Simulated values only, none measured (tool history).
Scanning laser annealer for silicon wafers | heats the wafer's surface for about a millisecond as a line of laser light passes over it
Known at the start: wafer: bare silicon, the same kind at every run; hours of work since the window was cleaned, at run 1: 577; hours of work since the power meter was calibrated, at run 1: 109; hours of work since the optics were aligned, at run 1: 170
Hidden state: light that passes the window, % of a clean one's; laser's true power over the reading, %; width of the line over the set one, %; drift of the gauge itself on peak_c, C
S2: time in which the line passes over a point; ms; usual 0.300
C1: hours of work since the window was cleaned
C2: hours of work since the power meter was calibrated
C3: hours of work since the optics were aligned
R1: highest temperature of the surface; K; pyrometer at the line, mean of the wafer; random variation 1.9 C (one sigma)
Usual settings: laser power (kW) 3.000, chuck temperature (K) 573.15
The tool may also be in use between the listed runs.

{"run": 1, "hour": 0.0, "laser power (kW)": 3.0, "S2": 0.3, "chuck temperature (K)": 573.15, "C1": 577, "C2": 109, "C3": 170, "R1": 1377.15}
{"run": 2, "hour": 8.3, "laser power (kW)": 3.0, "S2": 0.3, "chuck temperature (K)": 573.15, "C1": 582, "C2": 113, "C3": 174, "R1": 1372.15}
{"run": 3, "hour": 12.5, "laser power (kW)": 3.0, "S2": 0.3, "chuck temperature (K)": 560.15, "C1": 584, "C2": 116, "C3": 177, "R1": 1360.15}
{"run": 4, "hour": 19.4, "laser power (kW)": 3.0, "S2": 0.3, "chuck temperature (K)": 560.15, "C1": 588, "C2": 119, "C3": 181, "R1": 1362.15}
{"run": 5, "hour": 26.2, "laser power (kW)": 3.0, "S2": 0.3, "chuck temperature (K)": 573.15, "C1": 592, "C2": 123, "C3": 184, "R1": 1374.15}
{"run": 6, "hour": 31.3, "laser power (kW)": 3.0, "S2": 0.3, "chuck temperature (K)": 573.15, "C1": 594, "C2": 126, "C3": 187, "R1": 1371.15}
{"run": 7, "hour": 38.9, "laser power (kW)": 3.0, "S2": 0.3, "chuck temperature (K)": 573.15, "C1": 599, "C2": 130, "C3": 192, "R1": 1372.15}
{"run": 8, "hour": 44.9, "laser power (kW)": 3.0, "S2": 0.3, "chuck temperature (K)": 573.15, "C1": 602, "C2": 134, "C3": 195, "R1": 1371.15}
{"run": 9, "hour": 49.6, "laser power (kW)": 3.0, "S2": 0.3, "chuck temperature (K)": 573.15, "C1": 605, "C2": 136, "C3": 197, "R1": 1371.15}
{"run": 10, "hour": 56.2, "laser power (kW)": 3.0, "S2": 0.3, "chuck temperature (K)": 573.15, "C1": 608, "C2": 140, "C3": 201, "R1": 1372.15}
{"run": 11, "hour": 65.8, "laser power (kW)": 3.0, "S2": 0.3, "chuck temperature (K)": 573.15, "C1": 614, "C2": 146, "C3": 207, "R1": 1370.15}
{"run": 12, "hour": 71.4, "laser power (kW)": 3.0, "S2": 0.3, "chuck temperature (K)": 573.15, "C1": 617, "C2": 149, "C3": 210, "R1": 1374.15}
{"run": 13, "hour": 76.3, "laser power (kW)": 3.0, "S2": 0.3, "chuck temperature (K)": 573.15, "C1": 620, "C2": 151, "C3": 213, "R1": 1372.15}
{"run": 14, "hour": 83.9, "laser power (kW)": 3.0, "S2": 0.3, "chuck temperature (K)": 573.15, "C1": 624, "C2": 156, "C3": 217, "R1": 1373.15}
{"run": 15, "hour": 88.7, "laser power (kW)": 3.0, "S2": 0.3, "chuck temperature (K)": 536.15, "C1": 627, "C2": 158, "C3": 219, "R1": 1333.15}
{"run": 16, "hour": 93.7, "laser power (kW)": 3.0, "S2": 0.3, "chuck temperature (K)": 536.15, "C1": 630, "C2": 161, "C3": 222, "R1": 1333.15}
{"run": 17, "hour": 99.4, "laser power (kW)": 3.0, "S2": 0.3, "chuck temperature (K)": 536.15, "C1": 633, "C2": 164, "C3": 225, "R1": 1332.15}
{"run": 18, "hour": 108.6, "laser power (kW)": 2.758, "S2": 0.292, "chuck temperature (K)": 569.15, "C1": 638, "C2": 170, "C3": 231, "R1": 1290.15}
{"run": 19, "hour": 118.6, "laser power (kW)": 2.758, "S2": 0.292, "chuck temperature (K)": 569.15, "C1": 644, "C2": 175, "C3": 236, "R1": 1289.15}
{"run": 20, "hour": 122.8, "laser power (kW)": 2.789, "S2": 0.307, "chuck temperature (K)": 550.15, "C1": 646, "C2": 178, "C3": 239, "R1": 1296.15}
{"run": 21, "hour": 130.0, "laser power (kW)": 2.663, "S2": 0.3, "chuck temperature (K)": 553.15, "C1": 650, "C2": 182, "C3": 243, "R1": 1256.15}
{"run": 22, "hour": 138.8, "laser power (kW)": 2.663, "S2": 0.3, "chuck temperature (K)": 553.15, "C1": 655, "C2": 187, "C3": 248, "R1": 1258.15}
{"run": 23, "hour": 144.8, "laser power (kW)": 2.604, "S2": 0.266, "chuck temperature (K)": 557.15, "C1": 658, "C2": 190, "C3": 251, "R1": 1210.15}
{"run": 24, "hour": 153.3, "laser power (kW)": 2.682, "S2": 0.357, "chuck temperature (K)": 573.15, "C1": 663, "C2": 195, "C3": 256, "R1": 1343.15}
{"run": 25, "hour": 160.8, "laser power (kW)": 2.682, "S2": 0.357, "chuck temperature (K)": 573.15, "C1": 667, "C2": 199, "C3": 260, "R1": 1344.15}
{"run": 26, "hour": 170.8, "laser power (kW)": 2.588, "S2": 0.23, "chuck temperature (K)": 587.15, "C1": 673, "C2": 204, "C3": 266, "R1": 1189.15}
{"run": 27, "hour": 175.7, "laser power (kW)": 3.043, "S2": 0.367, "chuck temperature (K)": 604.15, "C1": 676, "C2": 207, "C3": 268, "R1": 1494.15}
{"run": 28, "hour": 184.1, "laser power (kW)": 3.159, "S2": 0.231, "chuck temperature (K)": 591.15, "C1": 680, "C2": 212, "C3": 273, "R1": 1336.15}
{"run": 29, "hour": 190.5, "laser power (kW)": 2.67, "S2": 0.217, "chuck temperature (K)": 603.15, "C1": 684, "C2": 216, "C3": 277, "R1": 1208.15}
{"run": 30, "hour": 197.7, "laser power (kW)": 2.67, "S2": 0.217, "chuck temperature (K)": 603.15, "C1": 688, "C2": 220, "C3": 281, "R1": 1204.15}
{"run": 31, "hour": 205.6, "laser power (kW)": 2.67, "S2": 0.295, "chuck temperature (K)": 601.15, "C1": 692, "C2": 224, "C3": 285, "R1": 1298.15}
{"run": 32, "hour": 214.1, "laser power (kW)": 2.68, "S2": 0.357, "chuck temperature (K)": 602.15, "C1": 697, "C2": 229, "C3": 290, "R1": 1368.15}
{"run": 33, "hour": 220.0, "laser power (kW)": 3.237, "S2": 0.3, "chuck temperature (K)": 573.15, "C1": 700, "C2": 232, "C3": 293, "R1": 1432.15}

Forecast each of these 3 alternatives for the next run:
{"run": "A", "hour": 225.7, "laser power (kW)": 3.0, "S2": 0.217, "chuck temperature (K)": 583.15, "C1": 704, "C2": 235, "C3": 296, "R1": "?"}
{"run": "B", "hour": 225.7, "laser power (kW)": 2.797, "S2": 0.328, "chuck temperature (K)": 555.15, "C1": 704, "C2": 235, "C3": 296, "R1": "?"}
{"run": "C", "hour": 225.7, "laser power (kW)": 3.237, "S2": 0.228, "chuck temperature (K)": 566.15, "C1": 704, "C2": 235, "C3": 296, "R1": "?"}

run=A R1=1264.15
run=B R1=1323.15
run=C R1=1317.15
Without the tool's hidden state the same runs would have given:
run=A R1=1295.15
run=B R1=1359.15
run=C R1=1352.15

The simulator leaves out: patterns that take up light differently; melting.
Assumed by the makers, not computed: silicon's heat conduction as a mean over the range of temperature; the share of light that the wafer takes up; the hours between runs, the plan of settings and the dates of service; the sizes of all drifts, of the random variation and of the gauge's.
